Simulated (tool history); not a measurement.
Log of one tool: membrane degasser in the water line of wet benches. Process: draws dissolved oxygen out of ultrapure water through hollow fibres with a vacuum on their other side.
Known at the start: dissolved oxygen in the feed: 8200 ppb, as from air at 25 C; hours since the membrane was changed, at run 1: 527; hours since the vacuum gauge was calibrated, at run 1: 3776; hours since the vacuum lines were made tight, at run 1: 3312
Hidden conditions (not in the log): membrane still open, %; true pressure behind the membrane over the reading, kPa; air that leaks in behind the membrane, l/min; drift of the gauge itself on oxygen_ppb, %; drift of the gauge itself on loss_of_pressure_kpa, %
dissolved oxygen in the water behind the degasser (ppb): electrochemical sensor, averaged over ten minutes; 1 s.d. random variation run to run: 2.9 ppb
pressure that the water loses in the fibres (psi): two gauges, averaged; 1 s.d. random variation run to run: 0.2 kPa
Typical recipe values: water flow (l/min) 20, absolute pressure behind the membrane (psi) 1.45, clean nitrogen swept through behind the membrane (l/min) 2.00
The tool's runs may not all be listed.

run	day	water flow (l/min)	absolute pressure behind the membrane (psi)	clean nitrogen swept through behind the membrane (l/min)	hours since the membrane was changed	hours since the vacuum gauge was calibrated	hours since the vacuum lines were made tight	dissolved oxygen in the water behind the degasser (ppb)	pressure that the water loses in the fibres (psi)
1	0.000	20	1.45	2.00	527	3776	3312	293.8	6.209
2	7.017	20	1.45	2.00	696	3944	3480	290.4	6.238
3	13.275	20	1.45	2.00	846	4095	3630	290.5	6.231
4	18.388	20	1.45	2.00	969	4217	3753	292.0	6.237
5	25.133	20	1.45	2.00	1131	4379	3915	298.2	6.203
6	28.217	20	1.45	2.00	1205	4453	3989	295.1	6.199
7	31.688	20	1.45	2.00	1288	4536	4072	292.7	6.186
# day 35.683: vacuum gauge calibrated
8	36.050	20	1.45	1.35	1392	9	4176	360.2	6.228
9	41.517	19	1.16	3.32	1523	140	4308	189.7	5.883
10	47.025	20	1.45	5.12	1655	272	4440	203.4	6.228
11	53.975	20	1.45	5.10	1822	439	4607	205.6	6.286
12	57.788	13	0.97	1.08	1914	530	4698	156.5	4.084
13	64.738	17	2.84	1.08	2081	697	4865	664.3	5.310
14	70.000	17	2.84	1.08	2207	824	4991	652.2	5.336
# day 71.108: vacuum gauge calibrated, once more
15	75.529	21	0.90	2.46	2339	106	5124	211.1	6.543

Predict each of these 3 candidate next runs independently; none follows another, all start after run 15:
A	79.604	21	0.90	0.81	2437	204	5221	?	?
B	79.604	29	0.97	3.13	2437	204	5221	?	?
C	79.604	20	2.23	2.00	2437	204	5221	?	?

run	dissolved oxygen in the water behind the degasser (ppb)	pressure that the water loses in the fibres (psi)
A	316.8	6.572
B	358.5	9.087
C	414.2	6.257
Without the tool's hidden state the same runs would have given:
run	dissolved oxygen in the water behind the degasser (ppb)	pressure that the water loses in the fibres (psi)
A	306.7	6.469
B	343.2	8.944
C	403.0	6.160
